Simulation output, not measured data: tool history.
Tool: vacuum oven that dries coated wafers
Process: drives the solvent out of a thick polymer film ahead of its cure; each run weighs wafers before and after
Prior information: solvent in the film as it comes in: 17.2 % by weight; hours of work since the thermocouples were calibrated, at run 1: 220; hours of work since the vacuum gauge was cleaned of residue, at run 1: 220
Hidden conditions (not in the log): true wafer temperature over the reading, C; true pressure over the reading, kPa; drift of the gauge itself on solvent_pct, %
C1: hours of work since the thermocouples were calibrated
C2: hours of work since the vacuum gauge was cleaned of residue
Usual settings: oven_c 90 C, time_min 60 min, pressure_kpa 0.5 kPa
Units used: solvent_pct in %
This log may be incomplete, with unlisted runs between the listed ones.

run 1 hour=0 | oven_c=90 time_min=60 pressure_kpa=0.5 | C1=220 C2=220 | solvent_pct=2.96
run 2 hour=75.7 | oven_c=90 time_min=60 pressure_kpa=0.5 | C1=278 C2=278 | solvent_pct=2.94
run 3 hour=149.7 | oven_c=90 time_min=60 pressure_kpa=0.5 | C1=336 C2=336 | solvent_pct=2.92
run 4 hour=228.8 | oven_c=90 time_min=60 pressure_kpa=0.5 | C1=397 C2=397 | solvent_pct=2.92
run 5 hour=275.5 | oven_c=90 time_min=60 pressure_kpa=0.5 | C1=434 C2=434 | solvent_pct=2.94
run 6 hour=352.8 | oven_c=90 time_min=60 pressure_kpa=0.5 | C1=494 C2=494 | solvent_pct=2.92
run 7 hour=427.3 | oven_c=105 time_min=60 pressure_kpa=0.5 | C1=552 C2=552 | solvent_pct=0.47
run 8 hour=486 | oven_c=105 time_min=60 pressure_kpa=0.5 | C1=597 C2=597 | solvent_pct=0.48
run 9 hour=545.6 | oven_c=105 time_min=60 pressure_kpa=0.5 | C1=643 C2=643 | solvent_pct=0.47
run 10 hour=607.3 | oven_c=90 time_min=101 pressure_kpa=0.5 | C1=691 C2=691 | solvent_pct=1.19
run 11 hour=650.3 | oven_c=90 time_min=101 pressure_kpa=0.5 | C1=725 C2=725 | solvent_pct=1.22
run 12 hour=713 | oven_c=90 time_min=60 pressure_kpa=0.5 | C1=773 C2=773 | solvent_pct=2.82
run 13 hour=778.9 | oven_c=90 time_min=60 pressure_kpa=0.5 | C1=825 C2=825 | solvent_pct=2.79
run 14 hour=826.6 | oven_c=90 time_min=58 pressure_kpa=0.5 | C1=862 C2=862 | solvent_pct=2.94
run 15 hour=899.7 | oven_c=90 time_min=58 pressure_kpa=0.5 | C1=918 C2=918 | solvent_pct=2.88
run 16 hour=938.2 | oven_c=90 time_min=84 pressure_kpa=0.5 | C1=948 C2=948 | solvent_pct=1.64
-- hour=986.5 oven's thermocouples calibrated
run 17 hour=989.6 | oven_c=90 time_min=84 pressure_kpa=0.5 | C1=2 C2=987 | solvent_pct=1.9
run 18 hour=1052.3 | oven_c=90 time_min=84 pressure_kpa=0.5 | C1=51 C2=1035 | solvent_pct=1.85
run 19 hour=1103.4 | oven_c=90 time_min=84 pressure_kpa=0.5 | C1=91 C2=1075 | solvent_pct=1.85
run 20 hour=1142.1 | oven_c=90 time_min=84 pressure_kpa=0.5 | C1=121 C2=1105 | solvent_pct=1.87
run 21 hour=1201.6 | oven_c=99 time_min=60 pressure_kpa=0.5 | C1=167 C2=1151 | solvent_pct=1.17
run 22 hour=1261.6 | oven_c=99 time_min=60 pressure_kpa=0.5 | C1=214 C2=1198 | solvent_pct=1.17
run 23 hour=1315.8 | oven_c=90 time_min=60 pressure_kpa=0.5 | C1=256 C2=1240 | solvent_pct=3.06
run 24 hour=1384 | oven_c=82 time_min=98 pressure_kpa=0.266 | C1=309 C2=1293 | solvent_pct=3.08
run 25 hour=1438.1 | oven_c=82 time_min=98 pressure_kpa=0.589 | C1=351 C2=1335 | solvent_pct=3.37
run 26 hour=1495.2 | oven_c=88 time_min=65 pressure_kpa=1.047 | C1=395 C2=1379 | solvent_pct=3.67
run 27 hour=1547 | oven_c=90 time_min=60 pressure_kpa=0.426 | C1=435 C2=1420 | solvent_pct=2.95
run 28 hour=1623.2 | oven_c=90 time_min=93 pressure_kpa=0.49 | C1=494 C2=1479 | solvent_pct=1.52
-- hour=1681.2 vacuum gauge cleaned of residue and calibrated
run 29 hour=1708.5 | oven_c=90 time_min=93 pressure_kpa=0.49 | C1=560 C2=21 | solvent_pct=1.29
run 30 hour=1765.8 | oven_c=78 time_min=60 pressure_kpa=1.258 | C1=604 C2=66 | solvent_pct=7.21
run 31 hour=1850.1 | oven_c=93 time_min=89 pressure_kpa=0.275 | C1=670 C2=131 | solvent_pct=0.82
run 32 hour=1933.4 | oven_c=88 time_min=37 pressure_kpa=1.059 | C1=734 C2=196 | solvent_pct=5.91
run 33 hour=1976.4 | oven_c=88 time_min=37 pressure_kpa=1.059 | C1=768 C2=229 | solvent_pct=5.96
run 34 hour=2037 | oven_c=88 time_min=37 pressure_kpa=1.059 | C1=815 C2=276 | solvent_pct=5.92
run 35 hour=2078.2 | oven_c=88 time_min=37 pressure_kpa=1.059 | C1=847 C2=308 | solvent_pct=5.89
run 36 hour=2121.8 | oven_c=90 time_min=60 pressure_kpa=1.029 | C1=881 C2=342 | solvent_pct=3.03
run 37 hour=2180.8 | oven_c=94 time_min=55 pressure_kpa=0.5 | C1=926 C2=388 | solvent_pct=2.06
-- hour=2257.7 oven's thermocouples calibrated
run 38 hour=2265.5 | oven_c=83 time_min=55 pressure_kpa=1.809 | C1=6 C2=452 | solvent_pct=6.69
run 39 hour=2358.1 | oven_c=87 time_min=79 pressure_kpa=0.386 | C1=78 C2=524 | solvent_pct=2.64
run 40 hour=2411.2 | oven_c=90 time_min=60 pressure_kpa=0.346 | C1=119 C2=565 | solvent_pct=2.94
run 41 hour=2459.1 | oven_c=77 time_min=44 pressure_kpa=0.401 | C1=156 C2=603 | solvent_pct=8.6
run 42 hour=2531.2 | oven_c=101 time_min=94 pressure_kpa=0.5 | C1=212 C2=659 | solvent_pct=0.4
run 43 hour=2624.7 | oven_c=90 time_min=60 pressure_kpa=1.033 | C1=285 C2=731 | solvent_pct=3.39
run 44 hour=2685.6 | oven_c=90 time_min=60 pressure_kpa=1.033 | C1=332 C2=779 | solvent_pct=3.34
run 45 hour=2780.1 | oven_c=95 time_min=102 pressure_kpa=0.5 | C1=406 C2=852 | solvent_pct=0.69
run 46 hour=2818.4 | oven_c=95 time_min=102 pressure_kpa=0.5 | C1=436 C2=882 | solvent_pct=0.71

Consider 4 possible next runs. They are alternatives, not a sequence: every one starts from the tool as it was left by run 46. What does each give?
run A hour=2895.4 | oven_c=90 time_min=50 pressure_kpa=1.216 | C1=495 C2=941 | solvent_pct=?
run B hour=2895.4 | oven_c=104 time_min=106 pressure_kpa=0.5 | C1=495 C2=941 | solvent_pct=?
run C hour=2895.4 | oven_c=95 time_min=46 pressure_kpa=0.603 | C1=495 C2=941 | solvent_pct=?
run D hour=2895.4 | oven_c=90 time_min=55 pressure_kpa=1.481 | C1=495 C2=941 | solvent_pct=?

run=A solvent_pct=4.2
run=B solvent_pct=0.37
run=C solvent_pct=2.71
run=D solvent_pct=3.97
With no hidden state in the tool, these same runs would have given:
run=A solvent_pct=4.22
run=B solvent_pct=0.29
run=C solvent_pct=2.73
run=D solvent_pct=3.98
